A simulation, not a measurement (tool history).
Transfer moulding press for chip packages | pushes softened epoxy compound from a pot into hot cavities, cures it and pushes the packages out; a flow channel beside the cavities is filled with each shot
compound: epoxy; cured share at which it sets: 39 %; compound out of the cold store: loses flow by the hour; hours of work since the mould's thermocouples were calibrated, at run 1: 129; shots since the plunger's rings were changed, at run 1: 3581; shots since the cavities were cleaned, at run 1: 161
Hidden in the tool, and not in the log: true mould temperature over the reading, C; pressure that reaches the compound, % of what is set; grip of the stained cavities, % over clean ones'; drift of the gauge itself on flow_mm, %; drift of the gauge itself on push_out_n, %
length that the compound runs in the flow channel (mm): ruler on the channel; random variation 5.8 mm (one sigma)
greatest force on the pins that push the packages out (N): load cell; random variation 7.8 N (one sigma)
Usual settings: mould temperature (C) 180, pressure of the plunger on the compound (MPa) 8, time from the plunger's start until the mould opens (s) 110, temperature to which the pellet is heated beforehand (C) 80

run,hour,mould temperature (C),pressure of the plunger on the compound (MPa),time from the plunger's start until the mould opens (s),temperature to which the pellet is heated beforehand (C),hours of work since the mould's thermocouples were calibrated,shots since the plunger's rings were changed,shots since the cavities were cleaned,incoming compound's hours out of the cold store,length that the compound runs in the flow channel (mm),greatest force on the pins that push the packages out (N)
1,0,180,8,110,80,129,3581,161,22.1,685,325
2,10.1,180,8,110,80,135,3694,274,20.7,691,325
3,21.9,184,8,110,80,143,3827,407,29.1,659,252
4,35.5,184,8,110,80,151,3981,561,36.6,640,245
5,44.5,180,8,110,87,157,4083,663,36.6,646,301
# hour 59.6: cavities cleaned with cleaning compound and waxed
6,60.1,180,8,110,87,165,4242,7,8.7,727,323
7,79,180,8,110,87,177,4454,219,32.1,668,309
8,94.3,180,8,110,87,186,4627,392,12.1,712,324
9,114.8,180,8,110,80,199,4858,623,28.3,672,317
10,125.4,180,8,105,80,205,4977,742,24.6,681,359
# hour 133.4: cavities cleaned with cleaning compound and waxed
11,136.2,180,8,105,80,211,5081,30,8.8,729,376
12,146.2,180,8,105,80,217,5194,143,8.7,728,375
13,157.8,180,8,95,80,224,5325,274,39.2,634,430
14,179.2,180,8,95,80,237,5566,515,33.3,660,429
15,192.1,185,6.46,132,76,245,5711,660,40.6,560,199
# hour 206.8: cavities cleaned with cleaning compound and waxed
16,214.7,185,6.46,118,76,258,5950,90,25.9,603,226
17,230.3,185,7.36,118,76,268,6125,265,44.4,591,225
18,240.5,180,8,113,80,274,6240,380,41.4,635,278
19,254.4,186,8,110,86,283,6397,537,14.2,701,240
# hour 260: plunger's sealing rings changed
20,275.5,180,8,110,83,294,174,746,17.5,697,319
# hour 282.9: cavities cleaned with cleaning compound and waxed
21,290.8,175,8,95,83,302,330,90,14.5,718,630
22,303.6,175,8,95,83,310,474,234,24.4,681,589
23,317.1,175,8,94,83,319,626,386,16.1,706,660
24,335.4,180,7.04,110,71,330,832,592,35.1,608,310
25,347.5,177,7.04,107,74,337,969,729,30.4,632,406
# hour 355.8: cavities cleaned with cleaning compound and waxed
26,362.1,177,7.04,107,74,345,1116,71,25.2,640,420
27,376.7,179,7.07,115,80,354,1280,235,35.1,609,299
28,385.3,184,9.89,143,80,360,1378,333,31,721,207

4 ways to go on from here, each from the tool as it stands after run 28. What would each give?
A,403.1,180,8,141,80,370,1578,533,29.1,?,?
B,403.1,184,9.89,116,86,370,1578,533,17.6,?,?
C,403.1,184,9.89,103,72,370,1578,533,43.3,?,?
D,403.1,186,7.34,125,80,370,1578,533,35.5,?,?

run,length that the compound runs in the flow channel (mm),greatest force on the pins that push the packages out (N)
A,667,216
B,763,247
C,691,289
D,607,216
Without the tool's hidden state the same runs would have given:
run,length that the compound runs in the flow channel (mm),greatest force on the pins that push the packages out (N)
A,667,213
B,764,244
C,691,285
D,607,213
